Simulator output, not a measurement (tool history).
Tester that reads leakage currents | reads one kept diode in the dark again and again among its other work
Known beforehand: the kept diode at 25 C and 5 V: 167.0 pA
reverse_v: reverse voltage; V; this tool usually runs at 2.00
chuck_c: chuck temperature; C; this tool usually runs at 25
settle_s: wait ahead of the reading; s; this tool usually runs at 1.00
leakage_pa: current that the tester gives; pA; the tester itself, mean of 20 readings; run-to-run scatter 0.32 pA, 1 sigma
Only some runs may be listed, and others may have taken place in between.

run,hour,reverse_v,chuck_c,settle_s,leakage_pa
1,0.0,2.00,25,1.00,99.80
2,70.7,2.00,25,1.00,99.37
3,127.4,2.00,25,1.00,98.92
4,197.1,2.00,25,1.00,97.70
5,264.1,2.00,25,1.00,98.41
6,314.3,2.00,24,1.00,89.05
7,348.7,2.00,29,1.00,140.93
8,416.2,2.00,29,1.00,140.00
9,484.6,15.15,29,1.00,393.72
10,531.3,2.00,25,1.90,96.55
11,602.4,2.00,25,1.90,96.09
# hour 611.6: probe card cleaned and baked
12,665.7,2.00,25,9.86,95.65
13,719.8,2.00,25,9.86,95.83
14,784.2,2.00,25,9.86,94.92
15,850.4,2.00,25,9.86,94.98
16,906.3,2.00,25,4.34,94.73
# hour 936.1: probe card cleaned and baked, once more
17,949.4,2.00,25,1.00,94.16
18,1009.9,2.00,25,1.00,93.81
19,1050.9,2.00,25,1.00,93.92
20,1089.6,2.00,40,1.00,352.04
21,1124.3,2.00,24,0.53,85.10
22,1193.7,10.42,58,2.73,3389.91
23,1228.7,2.00,53,1.00,1000.64
24,1261.6,14.11,60,0.56,4594.32
25,1331.9,18.90,25,1.00,295.65
26,1370.4,3.44,34,2.70,272.45
27,1440.8,3.44,34,2.70,269.63
28,1495.5,12.12,48,1.28,1665.09
29,1544.6,12.12,48,1.28,1669.05
30,1593.8,1.69,31,4.12,143.59
31,1659.0,1.69,31,4.12,143.12
32,1728.1,18.72,31,4.12,486.15
33,1783.4,18.72,31,4.12,488.35
34,1828.4,18.72,31,4.12,487.76
35,1859.3,18.72,31,4.12,486.49
36,1911.8,4.42,31,5.70,229.63
37,1974.3,1.39,42,0.44,331.05
38,2024.9,1.39,42,0.44,328.25
39,2073.7,6.03,25,8.41,155.01

Consider 5 possible next runs. They are alternatives, not a sequence: every one starts from the tool as it was left by run 39. What does each give?
A,2131.4,6.03,25,0.71,?
B,2131.4,1.18,55,8.41,?
C,2131.4,2.00,43,1.00,?
D,2131.4,1.54,51,0.87,?
E,2131.4,4.50,25,0.50,?

run,leakage_pa
A,156.03
B,846.84
C,427.85
D,714.27
E,135.11
Without the tool's hidden state the same runs would have given:
run,leakage_pa
A,185.30
B,981.04
C,501.01
D,830.33
E,160.51

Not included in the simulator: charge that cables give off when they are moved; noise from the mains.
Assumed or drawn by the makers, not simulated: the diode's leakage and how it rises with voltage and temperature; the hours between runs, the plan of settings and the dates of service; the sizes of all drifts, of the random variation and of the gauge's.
